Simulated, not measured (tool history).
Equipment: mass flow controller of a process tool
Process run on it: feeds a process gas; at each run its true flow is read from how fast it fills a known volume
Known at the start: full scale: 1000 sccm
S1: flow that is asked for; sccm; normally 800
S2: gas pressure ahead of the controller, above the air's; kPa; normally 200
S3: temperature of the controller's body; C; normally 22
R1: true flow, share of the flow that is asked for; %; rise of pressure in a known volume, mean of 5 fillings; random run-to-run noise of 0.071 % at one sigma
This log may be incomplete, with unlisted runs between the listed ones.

run	hour	S1	S2	S3	R1
1	0	800	200	22	99.51
2	77.5	800	200	22	99.64
3	172.8	800	200	22	99.69
4	260.3	800	200	22	99.71
5	364.7	800	200	22	99.75
6	490.7	800	200	22	99.79
7	600.8	204	200	22	99.35
8	700.5	204	200	22	99.26
9	764	204	200	22	99.52
10	829.8	204	200	22	99.39
11	937.6	204	200	22	99.45
12	1067	800	200	22	99.95
13	1175.5	800	200	38	100.88
14	1250.5	800	200	38	100.87
15	1339.5	800	200	29	100.37
16	1443.1	800	200	29	100.42
17	1554.1	800	200	29	100.58
18	1631.1	800	200	22	100.14
19	1733.5	800	200	22	100.2
20	1839.4	800	200	22	100.16
21	1956	800	200	22	100.09
22	2052.7	800	200	22	100.29
23	2128.8	800	200	22	100.3
24	2228.6	326	200	22	99.84
25	2286.9	326	200	22	99.81
26	2414	756	236	22	100.15
# hour 2441.2: gauge calibrated
27	2502.6	450	217	28	99.65
28	2580.4	450	217	28	99.84
29	2701.9	450	140	28	100.18
30	2814.6	450	224	29	99.88
31	2903.8	592	230	22	99.53
32	2962.4	592	230	22	99.47
33	3056.2	800	144	27	100.37
34	3132.5	134	233	27	99.51
35	3209.9	100	167	28	99.91
36	3331.8	100	167	28	99.8
37	3410.5	548	200	29	100.11
38	3502.6	222	244	30	99.85
39	3604.9	202	177	23	99.76
40	3719.4	800	249	32	100.53
41	3774.6	800	249	32	100.46
42	3904.2	800	150	32	100.84
43	3973.2	800	150	32	100.93
44	4052.8	436	200	27	100.14
45	4116.2	906	169	22	100.4

5 ways to go on from here, each from the tool as it stands after run 45. What would each give?
A	4185.1	178	169	22	?
B	4185.1	297	169	24	?
C	4185.1	223	169	33	?
D	4185.1	182	234	32	?
E	4185.1	187	257	23	?

run	R1
A	99.81
B	99.95
C	100.56
D	100.11
E	99.56
Stripped of hidden state, with their random variation kept, the same runs would have yielded:
run	R1
A	99.34
B	99.48
C	100.09
D	99.64
E	99.09

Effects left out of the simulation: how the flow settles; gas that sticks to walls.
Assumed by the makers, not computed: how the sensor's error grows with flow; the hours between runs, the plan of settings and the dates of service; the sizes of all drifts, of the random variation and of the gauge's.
